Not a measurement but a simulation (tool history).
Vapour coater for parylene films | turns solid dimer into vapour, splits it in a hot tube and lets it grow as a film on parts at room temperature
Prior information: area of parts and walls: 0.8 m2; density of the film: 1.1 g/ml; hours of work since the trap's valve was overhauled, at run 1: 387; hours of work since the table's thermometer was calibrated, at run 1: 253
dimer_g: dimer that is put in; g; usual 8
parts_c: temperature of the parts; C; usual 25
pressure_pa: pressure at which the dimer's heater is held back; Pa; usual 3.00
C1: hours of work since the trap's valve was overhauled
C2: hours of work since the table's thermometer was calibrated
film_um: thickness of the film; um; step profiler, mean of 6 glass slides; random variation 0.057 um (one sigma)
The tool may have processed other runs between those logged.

{"run": 1, "hour": 0.0, "dimer_g": 8, "parts_c": 25, "pressure_pa": 3.0, "C1": 387, "C2": 253, "film_um": 5.74}
{"hour": 53.8, "done": "trap's valve overhauled"}
{"run": 2, "hour": 53.8, "dimer_g": 8, "parts_c": 25, "pressure_pa": 3.0, "C1": 0, "C2": 295, "film_um": 6.74}
{"run": 3, "hour": 104.6, "dimer_g": 8, "parts_c": 25, "pressure_pa": 9.94, "C1": 42, "C2": 337, "film_um": 5.34}
{"run": 4, "hour": 129.4, "dimer_g": 10, "parts_c": 25, "pressure_pa": 3.0, "C1": 63, "C2": 357, "film_um": 8.24}
{"run": 5, "hour": 159.3, "dimer_g": 10, "parts_c": 20, "pressure_pa": 3.0, "C1": 88, "C2": 382, "film_um": 9.08}
{"run": 6, "hour": 194.6, "dimer_g": 10, "parts_c": 20, "pressure_pa": 3.0, "C1": 117, "C2": 411, "film_um": 9.02}
{"run": 7, "hour": 240.6, "dimer_g": 10, "parts_c": 20, "pressure_pa": 3.0, "C1": 155, "C2": 450, "film_um": 8.89}
{"run": 8, "hour": 285.4, "dimer_g": 8, "parts_c": 25, "pressure_pa": 3.0, "C1": 192, "C2": 487, "film_um": 6.22}
{"run": 9, "hour": 328.9, "dimer_g": 8, "parts_c": 25, "pressure_pa": 3.0, "C1": 228, "C2": 523, "film_um": 6.18}
{"run": 10, "hour": 355.9, "dimer_g": 8, "parts_c": 25, "pressure_pa": 3.21, "C1": 251, "C2": 545, "film_um": 6.14}
{"run": 11, "hour": 403.9, "dimer_g": 8, "parts_c": 25, "pressure_pa": 3.21, "C1": 291, "C2": 585, "film_um": 5.9}
{"run": 12, "hour": 445.0, "dimer_g": 8, "parts_c": 25, "pressure_pa": 3.21, "C1": 325, "C2": 619, "film_um": 5.9}
{"run": 13, "hour": 487.7, "dimer_g": 8, "parts_c": 25, "pressure_pa": 3.21, "C1": 360, "C2": 655, "film_um": 5.81}
{"run": 14, "hour": 524.4, "dimer_g": 10, "parts_c": 25, "pressure_pa": 3.0, "C1": 390, "C2": 685, "film_um": 7.3}
{"run": 15, "hour": 559.0, "dimer_g": 10, "parts_c": 23, "pressure_pa": 3.0, "C1": 419, "C2": 714, "film_um": 7.57}
{"hour": 572.5, "done": "trap's valve overhauled"}
{"run": 16, "hour": 584.1, "dimer_g": 10, "parts_c": 23, "pressure_pa": 3.0, "C1": 10, "C2": 731, "film_um": 8.78}
{"run": 17, "hour": 630.2, "dimer_g": 13, "parts_c": 25, "pressure_pa": 3.0, "C1": 48, "C2": 770, "film_um": 10.63}
{"run": 18, "hour": 663.6, "dimer_g": 8, "parts_c": 25, "pressure_pa": 3.26, "C1": 76, "C2": 797, "film_um": 6.39}
{"run": 19, "hour": 706.6, "dimer_g": 8, "parts_c": 25, "pressure_pa": 3.26, "C1": 111, "C2": 833, "film_um": 6.37}
{"run": 20, "hour": 741.7, "dimer_g": 8, "parts_c": 25, "pressure_pa": 3.26, "C1": 140, "C2": 862, "film_um": 6.28}
{"run": 21, "hour": 777.4, "dimer_g": 8, "parts_c": 35, "pressure_pa": 3.0, "C1": 170, "C2": 892, "film_um": 5.01}
{"run": 22, "hour": 798.5, "dimer_g": 8, "parts_c": 25, "pressure_pa": 8.11, "C1": 188, "C2": 909, "film_um": 5.21}
{"run": 23, "hour": 827.6, "dimer_g": 5, "parts_c": 35, "pressure_pa": 4.93, "C1": 212, "C2": 933, "film_um": 2.84}
{"run": 24, "hour": 862.1, "dimer_g": 3, "parts_c": 29, "pressure_pa": 3.0, "C1": 240, "C2": 962, "film_um": 2.11}
{"run": 25, "hour": 900.6, "dimer_g": 3, "parts_c": 29, "pressure_pa": 3.0, "C1": 272, "C2": 994, "film_um": 2.06}
{"run": 26, "hour": 938.9, "dimer_g": 4, "parts_c": 29, "pressure_pa": 2.99, "C1": 304, "C2": 1026, "film_um": 2.75}
{"run": 27, "hour": 975.4, "dimer_g": 8, "parts_c": 29, "pressure_pa": 2.38, "C1": 334, "C2": 1056, "film_um": 5.65}
{"run": 28, "hour": 1019.5, "dimer_g": 8, "parts_c": 29, "pressure_pa": 2.38, "C1": 371, "C2": 1093, "film_um": 5.61}
{"run": 29, "hour": 1042.7, "dimer_g": 8, "parts_c": 29, "pressure_pa": 9.42, "C1": 390, "C2": 1112, "film_um": 4.33}
{"run": 30, "hour": 1066.1, "dimer_g": 8, "parts_c": 29, "pressure_pa": 11.71, "C1": 410, "C2": 1131, "film_um": 4.14}
{"hour": 1092.9, "done": "trap's valve overhauled"}
{"run": 31, "hour": 1117.5, "dimer_g": 5, "parts_c": 22, "pressure_pa": 3.0, "C1": 20, "C2": 1171, "film_um": 4.45}
{"run": 32, "hour": 1167.9, "dimer_g": 8, "parts_c": 35, "pressure_pa": 3.0, "C1": 62, "C2": 1212, "film_um": 5.13}
{"run": 33, "hour": 1203.6, "dimer_g": 9, "parts_c": 35, "pressure_pa": 2.32, "C1": 92, "C2": 1242, "film_um": 6.04}
{"run": 34, "hour": 1240.2, "dimer_g": 9, "parts_c": 35, "pressure_pa": 2.32, "C1": 122, "C2": 1272, "film_um": 6.07}
{"run": 35, "hour": 1268.7, "dimer_g": 8, "parts_c": 30, "pressure_pa": 10.14, "C1": 146, "C2": 1296, "film_um": 4.56}
{"run": 36, "hour": 1311.3, "dimer_g": 7, "parts_c": 25, "pressure_pa": 2.02, "C1": 181, "C2": 1331, "film_um": 5.83}
{"run": 37, "hour": 1340.2, "dimer_g": 7, "parts_c": 25, "pressure_pa": 2.02, "C1": 205, "C2": 1355, "film_um": 5.81}
{"run": 38, "hour": 1372.9, "dimer_g": 3, "parts_c": 18, "pressure_pa": 6.18, "C1": 232, "C2": 1383, "film_um": 2.38}
{"run": 39, "hour": 1404.8, "dimer_g": 3, "parts_c": 20, "pressure_pa": 7.58, "C1": 259, "C2": 1409, "film_um": 2.13}
{"run": 40, "hour": 1438.7, "dimer_g": 3, "parts_c": 20, "pressure_pa": 7.58, "C1": 287, "C2": 1437, "film_um": 2.13}
{"run": 41, "hour": 1472.6, "dimer_g": 7, "parts_c": 25, "pressure_pa": 4.43, "C1": 315, "C2": 1465, "film_um": 4.9}

Consider 4 possible next runs. They are alternatives, not a sequence: every one starts from the tool as it was left by run 41. What does each give?
{"run": "A", "hour": 1493.3, "dimer_g": 9, "parts_c": 20, "pressure_pa": 9.83, "C1": 332, "C2": 1482, "film_um": "?"}
{"run": "B", "hour": 1493.3, "dimer_g": 10, "parts_c": 32, "pressure_pa": 8.14, "C1": 332, "C2": 1482, "film_um": "?"}
{"run": "C", "hour": 1493.3, "dimer_g": 7, "parts_c": 26, "pressure_pa": 6.06, "C1": 332, "C2": 1482, "film_um": "?"}
{"run": "D", "hour": 1493.3, "dimer_g": 8, "parts_c": 32, "pressure_pa": 3.0, "C1": 332, "C2": 1482, "film_um": "?"}

run=A film_um=5.97
run=B film_um=5.26
run=C film_um=4.48
run=D film_um=5.07
The same runs, with their run-to-run variation unchanged, on a tool lacking any hidden condition would have given:
run=A film_um=6.82
run=B film_um=6.01
run=C film_um=5.11
run=D film_um=5.79
